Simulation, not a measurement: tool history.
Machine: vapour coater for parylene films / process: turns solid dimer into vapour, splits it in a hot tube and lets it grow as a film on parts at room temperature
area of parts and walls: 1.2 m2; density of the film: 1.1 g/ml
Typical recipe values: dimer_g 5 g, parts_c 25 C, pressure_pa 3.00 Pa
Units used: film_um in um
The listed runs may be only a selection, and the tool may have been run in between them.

run    hour  dimer_g  parts_c  pressure_pa  film_um
  1     0.0        5       25         3.00     2.40
  2    47.6        5       25         3.00     2.35
  3   105.4        5       25         3.00     2.26
      132.7  -- trap's valve overhauled
  4   159.9        5       25         3.00     2.56
  5   205.2        5       25         3.00     2.53
  6   252.7        5       25         3.00     2.44
  7   331.9        5       25         3.00     2.38
  8   369.2        5       25         3.00     2.37
  9   438.1        5       25         3.00     2.26
      512.8  -- trap's valve overhauled
 10   512.8        5       25         3.00     2.55
 11   588.7        5       25         3.00     2.51
      595.6  -- table's thermometer calibrated
 12   632.4        3       25         3.00     1.47
 13   699.2        4       25         3.00     1.93
 14   768.6        4       25         3.00     1.86
 15   851.4        4       25         3.00     1.79
      896.6  -- trap's valve overhauled
 16   896.7        3       25         3.00     1.54
 17   956.8        3       25         3.00     1.49
 18  1020.4        4       25         3.00     1.94
 19  1085.3        4       25         3.00     1.92
     1102.5  -- table's thermometer calibrated, once more
 20  1124.1        4       25         3.00     1.84
 21  1208.7        2       33         2.46     0.64
     1280.4  -- trap's valve overhauled
 22  1280.7        2       33         2.46     0.74
 23  1344.8        2       33         2.46     0.75
 24  1413.9        2       33         2.46     0.70
 25  1494.3        5       21         3.00     2.77
 26  1542.3        5       21         3.00     2.72
 27  1581.1        5       21         3.00     2.70
 28  1642.1        5       25         3.77     2.18
     1657.7  -- trap's valve overhauled
 29  1696.0        5       25         3.77     2.52
 30  1757.9        5       25         3.77     2.43
 31  1804.6        2       21         3.89     1.12
 32  1869.9        3       27         3.40     1.26
 33  1915.8        5       18         3.00     3.06
 34  1961.4        6       25         3.00     2.70
 35  2016.8        2       25        10.95     0.85
     2040.5  -- trap's valve overhauled
 36  2074.6        5       36         2.03     1.65
 37  2136.2        4       19         8.60     2.38
 38  2198.0        4       19         8.17     2.32
 39  2239.3        3       22         3.44     1.58
 40  2313.2        6       30         4.83     2.17

A few steps of film_um between consecutive runs. Split each: what settings, incoming material and random variation would produce without the hidden state, and what is left over for the hidden state, along with gauge scatter present in only one of the two compared results (measured, and without hidden state):
Hidden conditions of the tool in this case: vapour lost through the trap's worn valve, %; true temperature of the parts over the reading, C; drift of the gauge itself on film_um, %.
Run 3 -> 4: trap's valve overhauled. film_um +0.30 um: hidden state +0.29, all else +0.01.
Run 9 -> 10: trap's valve overhauled. film_um +0.29 um: hidden state +0.31, all else -0.02.
Run 24 -> 25: dimer_g 2 -> 5, parts_c 33 -> 21, pressure_pa 2.46 -> 3.00. film_um +2.07 um: hidden state -0.24, all else +2.31.
Run 28 -> 29: trap's valve overhauled. film_um +0.34 um: hidden state +0.32, all else +0.02.
Run 32 -> 33: dimer_g 3 -> 5, parts_c 27 -> 18, pressure_pa 3.40 -> 3.00. film_um +1.80 um: hidden state -0.27, all else +2.07.
Run 34 -> 35: dimer_g 6 -> 2, pressure_pa 3.00 -> 10.95. film_um -1.85 um: hidden state +0.26, all else -2.11.

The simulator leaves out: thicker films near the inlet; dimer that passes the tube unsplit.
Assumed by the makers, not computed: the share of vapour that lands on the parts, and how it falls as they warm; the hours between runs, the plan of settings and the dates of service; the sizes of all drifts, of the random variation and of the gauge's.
